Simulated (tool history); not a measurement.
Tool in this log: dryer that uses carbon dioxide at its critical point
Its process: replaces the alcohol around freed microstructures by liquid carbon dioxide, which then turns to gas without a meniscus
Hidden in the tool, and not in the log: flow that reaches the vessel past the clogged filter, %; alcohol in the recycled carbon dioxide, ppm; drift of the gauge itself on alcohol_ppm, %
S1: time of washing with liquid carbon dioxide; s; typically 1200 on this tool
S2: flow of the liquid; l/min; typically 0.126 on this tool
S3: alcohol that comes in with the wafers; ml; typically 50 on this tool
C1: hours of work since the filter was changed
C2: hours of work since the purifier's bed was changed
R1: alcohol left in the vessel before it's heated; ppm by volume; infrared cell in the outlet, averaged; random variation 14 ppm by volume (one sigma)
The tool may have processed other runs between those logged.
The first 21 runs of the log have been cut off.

run 22 hour=681.3 | S1=1500 S2=0.126 S3=50 | C1=238 C2=642 | R1=374
run 23 hour=710.8 | S1=1200 S2=0.211 S3=23 | C1=251 C2=656 | R1=68
run 24 hour=731 | S1=1200 S2=0.157 S3=48 | C1=261 C2=665 | R1=369
run 25 hour=759.7 | S1=1920 S2=0.118 S3=48 | C1=274 C2=678 | R1=143
run 26 hour=783.3 | S1=720 S2=0.09 S3=48 | C1=284 C2=689 | R1=13750
run 27 hour=814.4 | S1=1740 S2=0.126 S3=50 | C1=299 C2=703 | R1=192
run 28 hour=857.8 | S1=1740 S2=0.126 S3=50 | C1=318 C2=723 | R1=182
run 29 hour=887.5 | S1=1740 S2=0.126 S3=50 | C1=332 C2=736 | R1=194
run 30 hour=912.3 | S1=1620 S2=0.126 S3=25 | C1=343 C2=748 | R1=156
run 31 hour=935.5 | S1=1620 S2=0.089 S3=25 | C1=354 C2=758 | R1=707
run 32 hour=968.8 | S1=1620 S2=0.089 S3=25 | C1=369 C2=773 | R1=728
run 33 hour=998.7 | S1=1020 S2=0.196 S3=42 | C1=383 C2=787 | R1=274
run 34 hour=1035.3 | S1=1020 S2=0.196 S3=42 | C1=399 C2=804 | R1=291
run 35 hour=1069.5 | S1=1680 S2=0.108 S3=62 | C1=415 C2=819 | R1=620
run 36 hour=1107.9 | S1=1680 S2=0.092 S3=102 | C1=432 C2=837 | R1=2185
run 37 hour=1148.8 | S1=1680 S2=0.092 S3=102 | C1=451 C2=855 | R1=2245
-- hour=1163.7 inlet filter changed
run 38 hour=1192.8 | S1=1680 S2=0.092 S3=102 | C1=13 C2=875 | R1=1614
run 39 hour=1211.8 | S1=1020 S2=0.118 S3=47 | C1=22 C2=884 | R1=2128
run 40 hour=1232.7 | S1=1680 S2=0.088 S3=49 | C1=31 C2=893 | R1=973
run 41 hour=1258.4 | S1=1740 S2=0.149 S3=98 | C1=43 C2=905 | R1=95

What if the next run were any one of these 5? Each begins from the tool's condition after run 41:
run A hour=1297.9 | S1=1200 S2=0.12 S3=91 | C1=61 C2=923 | R1=?
run B hour=1297.9 | S1=1200 S2=0.144 S3=54 | C1=61 C2=923 | R1=?
run C hour=1297.9 | S1=1200 S2=0.126 S3=27 | C1=61 C2=923 | R1=?
run D hour=1297.9 | S1=1800 S2=0.121 S3=50 | C1=61 C2=923 | R1=?
run E hour=1297.9 | S1=720 S2=0.198 S3=98 | C1=61 C2=923 | R1=?

run=A R1=2060
run=B R1=552
run=C R1=530
run=D R1=154
run=E R1=2488
Without the tool's unlogged condition, the same runs would have read:
run=A R1=1915
run=B R1=484
run=C R1=467
run=D R1=107
run=E R1=2324
